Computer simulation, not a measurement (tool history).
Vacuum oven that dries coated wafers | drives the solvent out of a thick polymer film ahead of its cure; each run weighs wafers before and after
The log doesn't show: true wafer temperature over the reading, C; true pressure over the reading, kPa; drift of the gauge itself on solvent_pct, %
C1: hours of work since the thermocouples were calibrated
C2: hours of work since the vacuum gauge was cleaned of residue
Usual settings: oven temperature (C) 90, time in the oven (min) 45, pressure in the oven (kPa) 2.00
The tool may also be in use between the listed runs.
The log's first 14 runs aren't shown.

{"run": 15, "hour": 124.7, "oven temperature (C)": 93, "time in the oven (min)": 38, "pressure in the oven (kPa)": 2.0, "C1": 581, "C2": 378, "solvent left in the film (%)": 1.69}
{"run": 16, "hour": 132.9, "oven temperature (C)": 97, "time in the oven (min)": 45, "pressure in the oven (kPa)": 2.0, "C1": 586, "C2": 383, "solvent left in the film (%)": 0.99}
{"run": 17, "hour": 140.5, "oven temperature (C)": 97, "time in the oven (min)": 45, "pressure in the oven (kPa)": 2.0, "C1": 590, "C2": 387, "solvent left in the film (%)": 0.94}
{"run": 18, "hour": 147.2, "oven temperature (C)": 97, "time in the oven (min)": 45, "pressure in the oven (kPa)": 2.0, "C1": 594, "C2": 391, "solvent left in the film (%)": 0.99}
{"run": 19, "hour": 154.4, "oven temperature (C)": 90, "time in the oven (min)": 45, "pressure in the oven (kPa)": 2.94, "C1": 599, "C2": 395, "solvent left in the film (%)": 2.19}
{"run": 20, "hour": 165.8, "oven temperature (C)": 77, "time in the oven (min)": 51, "pressure in the oven (kPa)": 2.94, "C1": 605, "C2": 402, "solvent left in the film (%)": 5.01}
{"run": 21, "hour": 172.9, "oven temperature (C)": 105, "time in the oven (min)": 32, "pressure in the oven (kPa)": 2.94, "C1": 610, "C2": 406, "solvent left in the film (%)": 1.0}
{"run": 22, "hour": 179.2, "oven temperature (C)": 89, "time in the oven (min)": 45, "pressure in the oven (kPa)": 2.52, "C1": 613, "C2": 410, "solvent left in the film (%)": 2.17}
{"run": 23, "hour": 184.7, "oven temperature (C)": 89, "time in the oven (min)": 45, "pressure in the oven (kPa)": 2.52, "C1": 617, "C2": 414, "solvent left in the film (%)": 2.17}
{"run": 24, "hour": 192.5, "oven temperature (C)": 82, "time in the oven (min)": 31, "pressure in the oven (kPa)": 3.35, "C1": 621, "C2": 418, "solvent left in the film (%)": 6.11}
{"run": 25, "hour": 202.5, "oven temperature (C)": 102, "time in the oven (min)": 31, "pressure in the oven (kPa)": 4.61, "C1": 627, "C2": 424, "solvent left in the film (%)": 1.82}
{"run": 26, "hour": 210.8, "oven temperature (C)": 102, "time in the oven (min)": 31, "pressure in the oven (kPa)": 4.61, "C1": 632, "C2": 429, "solvent left in the film (%)": 1.84}
{"hour": 214.0, "done": "oven's thermocouples calibrated"}
{"run": 27, "hour": 225.3, "oven temperature (C)": 102, "time in the oven (min)": 31, "pressure in the oven (kPa)": 4.61, "C1": 7, "C2": 437, "solvent left in the film (%)": 1.91}
{"run": 28, "hour": 235.9, "oven temperature (C)": 92, "time in the oven (min)": 31, "pressure in the oven (kPa)": 2.0, "C1": 13, "C2": 443, "solvent left in the film (%)": 2.64}
{"run": 29, "hour": 243.4, "oven temperature (C)": 99, "time in the oven (min)": 34, "pressure in the oven (kPa)": 4.69, "C1": 18, "C2": 447, "solvent left in the film (%)": 2.18}
{"run": 30, "hour": 254.0, "oven temperature (C)": 99, "time in the oven (min)": 34, "pressure in the oven (kPa)": 4.69, "C1": 24, "C2": 454, "solvent left in the film (%)": 2.18}
{"run": 31, "hour": 259.7, "oven temperature (C)": 99, "time in the oven (min)": 34, "pressure in the oven (kPa)": 4.69, "C1": 27, "C2": 457, "solvent left in the film (%)": 2.16}
{"run": 32, "hour": 268.6, "oven temperature (C)": 99, "time in the oven (min)": 34, "pressure in the oven (kPa)": 4.69, "C1": 33, "C2": 462, "solvent left in the film (%)": 2.23}
{"run": 33, "hour": 281.2, "oven temperature (C)": 99, "time in the oven (min)": 81, "pressure in the oven (kPa)": 1.76, "C1": 40, "C2": 470, "solvent left in the film (%)": 0.64}

Run 34 comes next. What will it give?
{"run": 34, "hour": 289.7, "oven temperature (C)": 81, "time in the oven (min)": 45, "pressure in the oven (kPa)": 4.47, "C1": 45, "C2": 475, "solvent left in the film (%)": "?"}

solvent left in the film (%): 5.50
Without the tool's hidden state the same run would have given solvent left in the film (%) 4.92.
